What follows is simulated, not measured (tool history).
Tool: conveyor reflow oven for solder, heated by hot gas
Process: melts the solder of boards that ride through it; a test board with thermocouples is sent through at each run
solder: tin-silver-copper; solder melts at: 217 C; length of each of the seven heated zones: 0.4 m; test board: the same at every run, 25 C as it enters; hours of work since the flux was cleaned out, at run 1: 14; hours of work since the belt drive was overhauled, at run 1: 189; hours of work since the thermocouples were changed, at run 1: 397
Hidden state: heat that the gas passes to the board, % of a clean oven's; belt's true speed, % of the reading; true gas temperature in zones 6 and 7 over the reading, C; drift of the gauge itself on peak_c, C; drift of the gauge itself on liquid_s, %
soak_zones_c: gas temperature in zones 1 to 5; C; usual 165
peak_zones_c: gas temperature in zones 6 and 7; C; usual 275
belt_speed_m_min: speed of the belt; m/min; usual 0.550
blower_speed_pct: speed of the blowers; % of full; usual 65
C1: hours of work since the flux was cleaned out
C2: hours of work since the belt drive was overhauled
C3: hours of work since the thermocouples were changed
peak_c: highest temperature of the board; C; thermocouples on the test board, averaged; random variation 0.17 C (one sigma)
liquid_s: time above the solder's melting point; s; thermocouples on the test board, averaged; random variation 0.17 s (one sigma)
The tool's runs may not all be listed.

{"run": 1, "hour": 0.0, "soak_zones_c": 165, "peak_zones_c": 275, "belt_speed_m_min": 0.55, "blower_speed_pct": 65, "C1": 14, "C2": 189, "C3": 397, "peak_c": 251.9, "liquid_s": 60.3}
{"run": 2, "hour": 11.5, "soak_zones_c": 165, "peak_zones_c": 275, "belt_speed_m_min": 0.55, "blower_speed_pct": 65, "C1": 20, "C2": 195, "C3": 403, "peak_c": 251.8, "liquid_s": 60.3}
{"run": 3, "hour": 22.8, "soak_zones_c": 162, "peak_zones_c": 275, "belt_speed_m_min": 0.55, "blower_speed_pct": 65, "C1": 25, "C2": 200, "C3": 409, "peak_c": 251.1, "liquid_s": 58.4}
{"run": 4, "hour": 33.4, "soak_zones_c": 162, "peak_zones_c": 275, "belt_speed_m_min": 0.55, "blower_speed_pct": 65, "C1": 30, "C2": 206, "C3": 414, "peak_c": 251.0, "liquid_s": 58.4}
{"run": 5, "hour": 47.1, "soak_zones_c": 162, "peak_zones_c": 275, "belt_speed_m_min": 0.55, "blower_speed_pct": 65, "C1": 37, "C2": 212, "C3": 420, "peak_c": 251.1, "liquid_s": 58.3}
{"run": 6, "hour": 56.6, "soak_zones_c": 162, "peak_zones_c": 275, "belt_speed_m_min": 0.55, "blower_speed_pct": 65, "C1": 42, "C2": 217, "C3": 425, "peak_c": 250.7, "liquid_s": 58.4}
{"run": 7, "hour": 65.8, "soak_zones_c": 165, "peak_zones_c": 275, "belt_speed_m_min": 0.55, "blower_speed_pct": 65, "C1": 46, "C2": 221, "C3": 430, "peak_c": 251.5, "liquid_s": 60.3}
{"run": 8, "hour": 79.0, "soak_zones_c": 165, "peak_zones_c": 283, "belt_speed_m_min": 0.55, "blower_speed_pct": 65, "C1": 52, "C2": 228, "C3": 436, "peak_c": 258.1, "liquid_s": 65.2}
{"run": 9, "hour": 86.4, "soak_zones_c": 158, "peak_zones_c": 275, "belt_speed_m_min": 0.55, "blower_speed_pct": 65, "C1": 56, "C2": 231, "C3": 440, "peak_c": 249.6, "liquid_s": 55.7}
{"run": 10, "hour": 94.7, "soak_zones_c": 158, "peak_zones_c": 275, "belt_speed_m_min": 0.55, "blower_speed_pct": 65, "C1": 60, "C2": 235, "C3": 444, "peak_c": 249.6, "liquid_s": 55.8}
{"run": 11, "hour": 105.5, "soak_zones_c": 158, "peak_zones_c": 275, "belt_speed_m_min": 0.55, "blower_speed_pct": 65, "C1": 65, "C2": 241, "C3": 449, "peak_c": 249.6, "liquid_s": 56.0}
{"run": 12, "hour": 118.5, "soak_zones_c": 158, "peak_zones_c": 275, "belt_speed_m_min": 0.55, "blower_speed_pct": 65, "C1": 72, "C2": 247, "C3": 455, "peak_c": 249.6, "liquid_s": 55.6}
{"run": 13, "hour": 131.3, "soak_zones_c": 158, "peak_zones_c": 275, "belt_speed_m_min": 0.55, "blower_speed_pct": 65, "C1": 78, "C2": 253, "C3": 461, "peak_c": 249.6, "liquid_s": 55.9}
{"run": 14, "hour": 137.6, "soak_zones_c": 158, "peak_zones_c": 275, "belt_speed_m_min": 0.55, "blower_speed_pct": 65, "C1": 81, "C2": 256, "C3": 465, "peak_c": 249.5, "liquid_s": 55.9}
{"run": 15, "hour": 150.5, "soak_zones_c": 158, "peak_zones_c": 275, "belt_speed_m_min": 0.55, "blower_speed_pct": 65, "C1": 87, "C2": 263, "C3": 471, "peak_c": 249.6, "liquid_s": 55.5}
{"run": 16, "hour": 161.8, "soak_zones_c": 158, "peak_zones_c": 274, "belt_speed_m_min": 0.55, "blower_speed_pct": 65, "C1": 93, "C2": 268, "C3": 476, "peak_c": 248.5, "liquid_s": 54.9}
{"run": 17, "hour": 172.0, "soak_zones_c": 159, "peak_zones_c": 275, "belt_speed_m_min": 0.628, "blower_speed_pct": 65, "C1": 98, "C2": 273, "C3": 481, "peak_c": 243.6, "liquid_s": 42.2}
{"run": 18, "hour": 184.9, "soak_zones_c": 159, "peak_zones_c": 275, "belt_speed_m_min": 0.503, "blower_speed_pct": 71, "C1": 104, "C2": 279, "C3": 488, "peak_c": 255.0, "liquid_s": 68.6}
{"run": 19, "hour": 193.7, "soak_zones_c": 159, "peak_zones_c": 271, "belt_speed_m_min": 0.512, "blower_speed_pct": 71, "C1": 108, "C2": 284, "C3": 492, "peak_c": 251.4, "liquid_s": 63.1}
{"run": 20, "hour": 201.7, "soak_zones_c": 154, "peak_zones_c": 275, "belt_speed_m_min": 0.55, "blower_speed_pct": 77, "C1": 112, "C2": 288, "C3": 496, "peak_c": 253.2, "liquid_s": 58.4}
{"run": 21, "hour": 208.0, "soak_zones_c": 157, "peak_zones_c": 273, "belt_speed_m_min": 0.55, "blower_speed_pct": 65, "C1": 115, "C2": 291, "C3": 499, "peak_c": 246.9, "liquid_s": 53.1}
{"run": 22, "hour": 216.4, "soak_zones_c": 155, "peak_zones_c": 275, "belt_speed_m_min": 0.499, "blower_speed_pct": 65, "C1": 120, "C2": 295, "C3": 503, "peak_c": 252.9, "liquid_s": 64.5}
{"run": 23, "hour": 225.0, "soak_zones_c": 165, "peak_zones_c": 275, "belt_speed_m_min": 0.599, "blower_speed_pct": 65, "C1": 124, "C2": 299, "C3": 507, "peak_c": 246.9, "liquid_s": 50.0}
{"run": 24, "hour": 231.3, "soak_zones_c": 165, "peak_zones_c": 275, "belt_speed_m_min": 0.599, "blower_speed_pct": 65, "C1": 127, "C2": 302, "C3": 510, "peak_c": 246.8, "liquid_s": 49.9}
{"run": 25, "hour": 245.7, "soak_zones_c": 165, "peak_zones_c": 271, "belt_speed_m_min": 0.599, "blower_speed_pct": 65, "C1": 134, "C2": 309, "C3": 517, "peak_c": 243.2, "liquid_s": 46.7}
{"run": 26, "hour": 252.3, "soak_zones_c": 171, "peak_zones_c": 271, "belt_speed_m_min": 0.617, "blower_speed_pct": 90, "C1": 137, "C2": 312, "C3": 521, "peak_c": 251.9, "liquid_s": 56.5}
{"run": 27, "hour": 263.3, "soak_zones_c": 171, "peak_zones_c": 286, "belt_speed_m_min": 0.527, "blower_speed_pct": 90, "C1": 142, "C2": 318, "C3": 526, "peak_c": 270.4, "liquid_s": 79.9}
{"run": 28, "hour": 275.8, "soak_zones_c": 153, "peak_zones_c": 284, "belt_speed_m_min": 0.517, "blower_speed_pct": 65, "C1": 148, "C2": 324, "C3": 532, "peak_c": 258.2, "liquid_s": 65.9}
{"hour": 288.0, "done": "thermocouples of zones 6 and 7 changed"}
{"run": 29, "hour": 290.5, "soak_zones_c": 165, "peak_zones_c": 283, "belt_speed_m_min": 0.461, "blower_speed_pct": 77, "C1": 155, "C2": 330, "C3": 1, "peak_c": 269.1, "liquid_s": 88.0}
{"run": 30, "hour": 298.5, "soak_zones_c": 165, "peak_zones_c": 283, "belt_speed_m_min": 0.461, "blower_speed_pct": 77, "C1": 159, "C2": 334, "C3": 5, "peak_c": 269.4, "liquid_s": 88.4}

Some steps in peak_c between neighbouring runs. How much of each would the tool show without its hidden state too (settings, what came in, random variation), and how much is left for the hidden state, with any gauge scatter that isn't in both results?
Run 17 -> 18: belt_speed_m_min 0.628 -> 0.503, blower_speed_pct 65 -> 71. peak_c +11.4 C: hidden state +0.1, all else +11.3.
Run 19 -> 20: soak_zones_c 159 -> 154, peak_zones_c 271 -> 275, belt_speed_m_min 0.512 -> 0.550, blower_speed_pct 71 -> 77. peak_c +1.8 C: hidden state -0.2, all else +2.0.
Run 20 -> 21: soak_zones_c 154 -> 157, peak_zones_c 275 -> 273, blower_speed_pct 77 -> 65. peak_c -6.3 C: hidden state +0.2, all else -6.5.
Run 26 -> 27: peak_zones_c 271 -> 286, belt_speed_m_min 0.617 -> 0.527. peak_c +18.5 C: hidden state +0.1, all else +18.4.
Run 27 -> 28: soak_zones_c 171 -> 153, peak_zones_c 286 -> 284, belt_speed_m_min 0.527 -> 0.517, blower_speed_pct 90 -> 65. peak_c -12.2 C: hidden state -0.1, all else -12.1.
Run 28 -> 29: soak_zones_c 153 -> 165, peak_zones_c 284 -> 283, belt_speed_m_min 0.517 -> 0.461, blower_speed_pct 65 -> 77, thermocouples of zones 6 and 7 changed. peak_c +10.9 C: hidden state +1.5, all else +9.4.
